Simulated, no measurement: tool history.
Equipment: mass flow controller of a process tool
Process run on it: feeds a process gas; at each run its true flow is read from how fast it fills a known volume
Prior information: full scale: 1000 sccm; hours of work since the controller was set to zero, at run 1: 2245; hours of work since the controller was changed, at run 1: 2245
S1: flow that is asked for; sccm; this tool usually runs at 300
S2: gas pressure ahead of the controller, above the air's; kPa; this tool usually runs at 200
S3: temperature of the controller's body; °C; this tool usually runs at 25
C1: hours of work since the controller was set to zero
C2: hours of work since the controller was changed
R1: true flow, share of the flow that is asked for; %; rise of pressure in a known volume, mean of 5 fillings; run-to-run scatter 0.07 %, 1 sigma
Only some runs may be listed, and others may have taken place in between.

{"run": 1, "hour": 0.0, "S1": 300, "S2": 200, "S3": 25, "C1": 2245, "C2": 2245, "R1": 102.1}
{"run": 2, "hour": 65.2, "S1": 300, "S2": 200, "S3": 25, "C1": 2296, "C2": 2296, "R1": 102.13}
{"run": 3, "hour": 166.4, "S1": 300, "S2": 200, "S3": 25, "C1": 2376, "C2": 2376, "R1": 102.3}
{"run": 4, "hour": 309.9, "S1": 300, "S2": 200, "S3": 25, "C1": 2489, "C2": 2489, "R1": 102.42}
{"run": 5, "hour": 452.6, "S1": 300, "S2": 200, "S3": 25, "C1": 2601, "C2": 2601, "R1": 102.58}
{"run": 6, "hour": 611.2, "S1": 300, "S2": 200, "S3": 25, "C1": 2725, "C2": 2725, "R1": 102.66}
{"run": 7, "hour": 701.3, "S1": 156, "S2": 149, "S3": 20, "C1": 2796, "C2": 2796, "R1": 104.58}
{"run": 8, "hour": 851.1, "S1": 156, "S2": 149, "S3": 20, "C1": 2914, "C2": 2914, "R1": 104.65}
{"run": 9, "hour": 965.4, "S1": 156, "S2": 149, "S3": 20, "C1": 3004, "C2": 3004, "R1": 105.04}
{"run": 10, "hour": 1088.0, "S1": 156, "S2": 149, "S3": 20, "C1": 3100, "C2": 3100, "R1": 105.34}
{"run": 11, "hour": 1234.1, "S1": 156, "S2": 149, "S3": 20, "C1": 3215, "C2": 3215, "R1": 105.35}

Forecast each of these 3 alternatives for the next run:
{"run": "A", "hour": 1345.2, "S1": 362, "S2": 200, "S3": 25, "C1": 3302, "C2": 3302, "R1": "?"}
{"run": "B", "hour": 1345.2, "S1": 103, "S2": 200, "S3": 25, "C1": 3302, "C2": 3302, "R1": "?"}
{"run": "C", "hour": 1345.2, "S1": 300, "S2": 200, "S3": 30, "C1": 3302, "C2": 3302, "R1": "?"}

run=A R1=103.40
run=B R1=107.22
run=C R1=103.25
Without the tool's hidden state the same runs would have given:
run=A R1=98.98
run=B R1=98.46
run=C R1=98.47
